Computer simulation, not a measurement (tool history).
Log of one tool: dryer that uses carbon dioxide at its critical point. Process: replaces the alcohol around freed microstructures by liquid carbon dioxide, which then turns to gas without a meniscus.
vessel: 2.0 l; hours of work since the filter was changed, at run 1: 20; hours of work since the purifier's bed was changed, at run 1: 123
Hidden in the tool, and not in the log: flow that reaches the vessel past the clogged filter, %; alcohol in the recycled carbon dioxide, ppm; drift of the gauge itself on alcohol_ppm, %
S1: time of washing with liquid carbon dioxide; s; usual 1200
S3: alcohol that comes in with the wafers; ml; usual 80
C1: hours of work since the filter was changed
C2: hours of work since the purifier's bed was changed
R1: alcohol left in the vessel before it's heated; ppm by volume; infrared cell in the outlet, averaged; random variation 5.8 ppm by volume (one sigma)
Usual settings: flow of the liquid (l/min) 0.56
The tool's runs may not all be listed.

run 1 day=0 | S1=1200 flow_of_the_liquid_(l/min)=0.56 S3=80 | C1=20 C2=123 | R1=239
run 2 day=1.504 | S1=1200 flow_of_the_liquid_(l/min)=0.56 S3=43 | C1=35 C2=139 | R1=161
run 3 day=2.496 | S1=1200 flow_of_the_liquid_(l/min)=0.56 S3=47 | C1=45 C2=148 | R1=165
run 4 day=3.279 | S1=1200 flow_of_the_liquid_(l/min)=0.56 S3=47 | C1=53 C2=156 | R1=170
run 5 day=4.354 | S1=1200 flow_of_the_liquid_(l/min)=0.56 S3=47 | C1=64 C2=167 | R1=178
run 6 day=5.608 | S1=1200 flow_of_the_liquid_(l/min)=0.56 S3=47 | C1=76 C2=180 | R1=190
run 7 day=6.808 | S1=1200 flow_of_the_liquid_(l/min)=0.56 S3=47 | C1=88 C2=192 | R1=193
run 8 day=7.758 | S1=1200 flow_of_the_liquid_(l/min)=0.637 S3=80 | C1=98 C2=201 | R1=183
run 9 day=8.804 | S1=1200 flow_of_the_liquid_(l/min)=0.637 S3=80 | C1=108 C2=212 | R1=174
run 10 day=10.408 | S1=1200 flow_of_the_liquid_(l/min)=0.637 S3=114 | C1=124 C2=228 | R1=220
run 11 day=12.204 | S1=1200 flow_of_the_liquid_(l/min)=0.637 S3=114 | C1=142 C2=245 | R1=233
run 12 day=13.529 | S1=1020 flow_of_the_liquid_(l/min)=0.637 S3=114 | C1=156 C2=259 | R1=464
run 13 day=15.112 | S1=1200 flow_of_the_liquid_(l/min)=0.56 S3=80 | C1=171 C2=275 | R1=311
run 14 day=16.033 | S1=1200 flow_of_the_liquid_(l/min)=0.615 S3=80 | C1=181 C2=284 | R1=216
run 15 day=17.367 | S1=1020 flow_of_the_liquid_(l/min)=0.615 S3=80 | C1=194 C2=297 | R1=432
run 16 day=18.379 | S1=1020 flow_of_the_liquid_(l/min)=0.615 S3=80 | C1=204 C2=307 | R1=428
run 17 day=19.283 | S1=1020 flow_of_the_liquid_(l/min)=0.615 S3=80 | C1=213 C2=316 | R1=431
run 18 day=20.004 | S1=1020 flow_of_the_liquid_(l/min)=0.615 S3=80 | C1=220 C2=323 | R1=434
run 19 day=21.354 | S1=1020 flow_of_the_liquid_(l/min)=0.615 S3=80 | C1=234 C2=337 | R1=442
run 20 day=22.7 | S1=1020 flow_of_the_liquid_(l/min)=0.615 S3=80 | C1=247 C2=350 | R1=468
run 21 day=24.238 | S1=1020 flow_of_the_liquid_(l/min)=0.615 S3=80 | C1=263 C2=366 | R1=470
run 22 day=25.512 | S1=1380 flow_of_the_liquid_(l/min)=0.386 S3=100 | C1=275 C2=379 | R1=1013
run 23 day=26.325 | S1=1380 flow_of_the_liquid_(l/min)=0.395 S3=87 | C1=284 C2=387 | R1=854
run 24 day=27.638 | S1=1380 flow_of_the_liquid_(l/min)=0.395 S3=87 | C1=297 C2=400 | R1=857
run 25 day=28.933 | S1=900 flow_of_the_liquid_(l/min)=0.457 S3=36 | C1=310 C2=413 | R1=954
run 26 day=30.242 | S1=900 flow_of_the_liquid_(l/min)=0.457 S3=36 | C1=323 C2=426 | R1=965
run 27 day=31.217 | S1=1200 flow_of_the_liquid_(l/min)=0.635 S3=80 | C1=332 C2=436 | R1=277
run 28 day=32.988 | S1=1380 flow_of_the_liquid_(l/min)=0.489 S3=40 | C1=350 C2=453 | R1=277
run 29 day=34.342 | S1=1860 flow_of_the_liquid_(l/min)=0.656 S3=111 | C1=364 C2=467 | R1=161
run 30 day=35.967 | S1=1860 flow_of_the_liquid_(l/min)=0.656 S3=111 | C1=380 C2=483 | R1=159
run 31 day=37.304 | S1=900 flow_of_the_liquid_(l/min)=0.384 S3=22 | C1=393 C2=496 | R1=1028
run 32 day=38.858 | S1=1140 flow_of_the_liquid_(l/min)=0.638 S3=20 | C1=409 C2=512 | R1=213
run 33 day=39.738 | S1=1560 flow_of_the_liquid_(l/min)=0.354 S3=20 | C1=418 C2=521 | R1=346
run 34 day=40.862 | S1=960 flow_of_the_liquid_(l/min)=0.826 S3=39 | C1=429 C2=532 | R1=224
run 35 day=42.383 | S1=900 flow_of_the_liquid_(l/min)=0.608 S3=59 | C1=444 C2=547 | R1=710
run 36 day=43.167 | S1=900 flow_of_the_liquid_(l/min)=0.608 S3=59 | C1=452 C2=555 | R1=723
run 37 day=43.888 | S1=900 flow_of_the_liquid_(l/min)=0.608 S3=59 | C1=459 C2=562 | R1=718
run 38 day=44.938 | S1=1140 flow_of_the_liquid_(l/min)=0.56 S3=31 | C1=470 C2=573 | R1=337
run 39 day=46.012 | S1=1020 flow_of_the_liquid_(l/min)=0.812 S3=31 | C1=480 C2=584 | R1=223
run 40 day=47.125 | S1=1560 flow_of_the_liquid_(l/min)=0.917 S3=49 | C1=491 C2=595 | R1=195
run 41 day=48.521 | S1=1680 flow_of_the_liquid_(l/min)=0.455 S3=112 | C1=505 C2=609 | R1=423

Hidden state or all else? Some run-to-run changes of R1, split into what the settings, what came in and random variation would give without the hidden state, and what is left for the hidden state (with any gauge scatter that isn't in both results):
Run 26 -> 27: S1 900 -> 1200, flow of the liquid (l/min) 0.457 -> 0.635, S3 36 -> 80. R1 -688 ppm by volume: hidden state -103, all else -585.
Run 30 -> 31: S1 1860 -> 900, flow of the liquid (l/min) 0.656 -> 0.384, S3 111 -> 22. R1 +869 ppm by volume: hidden state +156, all else +713.
Run 31 -> 32: S1 900 -> 1140, flow of the liquid (l/min) 0.384 -> 0.638, S3 22 -> 20. R1 -815 ppm by volume: hidden state -135, all else -680.
Run 34 -> 35: S1 960 -> 900, flow of the liquid (l/min) 0.826 -> 0.608, S3 39 -> 59. R1 +486 ppm by volume: hidden state +144, all else +342.
